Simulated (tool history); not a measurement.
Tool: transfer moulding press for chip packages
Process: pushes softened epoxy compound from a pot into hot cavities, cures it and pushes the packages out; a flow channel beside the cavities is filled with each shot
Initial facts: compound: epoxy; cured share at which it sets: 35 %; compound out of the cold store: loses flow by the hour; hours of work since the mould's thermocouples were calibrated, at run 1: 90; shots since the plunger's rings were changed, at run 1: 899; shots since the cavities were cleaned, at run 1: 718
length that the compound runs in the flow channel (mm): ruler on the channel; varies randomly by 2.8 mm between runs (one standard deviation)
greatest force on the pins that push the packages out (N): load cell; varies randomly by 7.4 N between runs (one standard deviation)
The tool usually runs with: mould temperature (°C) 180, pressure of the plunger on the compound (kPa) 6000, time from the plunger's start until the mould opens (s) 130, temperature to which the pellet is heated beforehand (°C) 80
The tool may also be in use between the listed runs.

run   hour  mould temperature (°C)  pressure of the plunger on the compound (kPa)  time from the plunger's start until the mould opens (s)  temperature to which the pellet is heated beforehand (°C)  hours of work since the mould's thermocouples were calibrated  shots since the plunger's rings were changed  shots since the cavities were cleaned  incoming compound's hours out of the cold store  length that the compound runs in the flow channel (mm)  greatest force on the pins that push the packages out (N)
  1    0.0                     180                                           6000                                                      130                                                         80                                                             90                                           899                                    718                                             42.5                                                     875                                                        419
       3.8  -- cavities cleaned with cleaning compound and waxed
  2   22.0                     180                                           6000                                                      130                                                         87                                                            104                                          1088                                    168                                             33.5                                                     898                                                        448
  3   66.2                     180                                           6000                                                      130                                                         80                                                            133                                          1494                                    574                                             29.6                                                     898                                                        474
      85.6  -- cavities cleaned with cleaning compound and waxed
  4   88.7                     180                                           6000                                                      130                                                         80                                                            147                                          1686                                     28                                             15.0                                                     939                                                        322
  5  125.0                     180                                           6000                                                      130                                                         80                                                            170                                          2020                                    362                                             36.4                                                     876                                                        407
     167.0  -- cavities cleaned with cleaning compound and waxed
  6  167.9                     180                                           6000                                                      130                                                         80                                                            198                                          2400                                      8                                             24.9                                                     900                                                        313
     210.0  -- plunger's sealing rings changed
  7  213.8                     180                                           6000                                                      130                                                         80                                                            226                                            34                                    406                                             12.0                                                     969                                                        405
     247.1  -- cavities cleaned with cleaning compound and waxed, once more
  8  258.2                     182                                           6000                                                      130                                                         80                                                            254                                           429                                    102                                             15.2                                                     944                                                        324
  9  291.1                     182                                           6000                                                      130                                                         80                                                            276                                           731                                    404                                             19.1                                                     927                                                        380
 10  313.2                     182                                           6000                                                      130                                                         80                                                            291                                           934                                    607                                             35.5                                                     887                                                        397
     328.2  -- cavities cleaned with cleaning compound and waxed
 11  336.1                     180                                           6000                                                      130                                                         80                                                            305                                          1130                                     72                                             37.5                                                     884                                                        365
 12  367.6                     180                                           6000                                                      130                                                         80                                                            325                                          1419                                    361                                              8.8                                                     957                                                        413
 13  388.3                     180                                           6000                                                      130                                                         80                                                            339                                          1610                                    552                                             43.4                                                     863                                                        431
     409.8  -- cavities cleaned with cleaning compound and waxed
 14  424.4                     180                                           6000                                                      130                                                         80                                                            362                                          1928                                    134                                             17.8                                                     926                                                        367
 15  468.1                     180                                           6000                                                      130                                                         80                                                            390                                          2329                                    535                                             22.7                                                     909                                                        434
     490.9  -- cavities cleaned with cleaning compound and waxed
 16  504.9                     180                                           6000                                                      130                                                         90                                                            414                                          2653                                    128                                             13.6                                                     925                                                        366
     518.7  -- plunger's sealing rings changed
 17  545.5                     184                                           6000                                                      130                                                         80                                                            439                                           247                                    479                                             33.0                                                     888                                                        385
     577.1  -- cavities cleaned with cleaning compound and waxed
 18  579.5                     184                                           6000                                                      130                                                         80                                                            460                                           545                                     22                                             42.9                                                     858                                                        294
     588.1  -- mould's thermocouples calibrated
 19  618.9                     184                                           6000                                                      130                                                         80                                                             20                                           888                                    365                                             15.5                                                     925                                                        361
     660.5  -- cavities cleaned with cleaning compound and waxed
 20  663.9                     181                                           6000                                                      128                                                         81                                                             49                                          1288                                     31                                             47.6                                                     853                                                        307
 21  700.3                     187                                           6700                                                      133                                                         84                                                             73                                          1623                                    366                                             21.0                                                     935                                                        353
 22  723.4                     181                                           5590                                                      140                                                         76                                                             88                                          1835                                    578                                             14.6                                                     891                                                        394
     740.8  -- cavities cleaned with cleaning compound and waxed
 23  762.0                     180                                           6000                                                      111                                                         80                                                            112                                          2176                                    195                                             16.7                                                     921                                                        488
 24  785.6                     180                                           6000                                                      111                                                         80                                                            128                                          2392                                    411                                             31.0                                                     884                                                        518
 25  806.6                     180                                           6000                                                      111                                                         80                                                            142                                          2585                                    604                                             10.9                                                     931                                                        549
     821.2  -- cavities cleaned with cleaning compound and waxed
     828.6  -- plunger's sealing rings changed
 26  854.9                     173                                           6790                                                      116                                                         74                                                            171                                           242                                    287                                             13.4                                                    1067                                                        825
 27  876.5                     173                                           5100                                                      170                                                         74                                                            185                                           441                                    486                                             40.6                                                     853                                                        433

Branching from run 27: 5 alternative next runs. What would each branch give?
  A  898.0                     183                                           6090                                                      136                                                         80                                                            199                                           638                                    683                                             27.7                                                       ?                                                          ?
  B  898.0                     173                                           6040                                                      141                                                         90                                                            199                                           638                                    683                                             10.4                                                       ?                                                          ?
  C  898.0                     173                                           6580                                                      127                                                         87                                                            199                                           638                                    683                                             32.4                                                       ?                                                          ?
  D  898.0                     173                                           4840                                                      170                                                         74                                                            199                                           638                                    683                                             14.1                                                       ?                                                          ?
  E  898.0                     180                                           6000                                                      168                                                         80                                                            199                                           638                                    683                                             38.3                                                       ?                                                          ?

run  length that the compound runs in the flow channel (mm)  greatest force on the pins that push the packages out (N)
  A                                                     904                                                        380
  B                                                    1005                                                        570
  C                                                     983                                                        684
  D                                                     891                                                        451
  E                                                     890                                                        386
The same runs, with their run-to-run variation unchanged, on a tool lacking any hidden condition would have given:
run  length that the compound runs in the flow channel (mm)  greatest force on the pins that push the packages out (N)
  A                                                     913                                                        267
  B                                                    1015                                                        389
  C                                                     993                                                        468
  D                                                     899                                                        316
  E                                                     899                                                        273
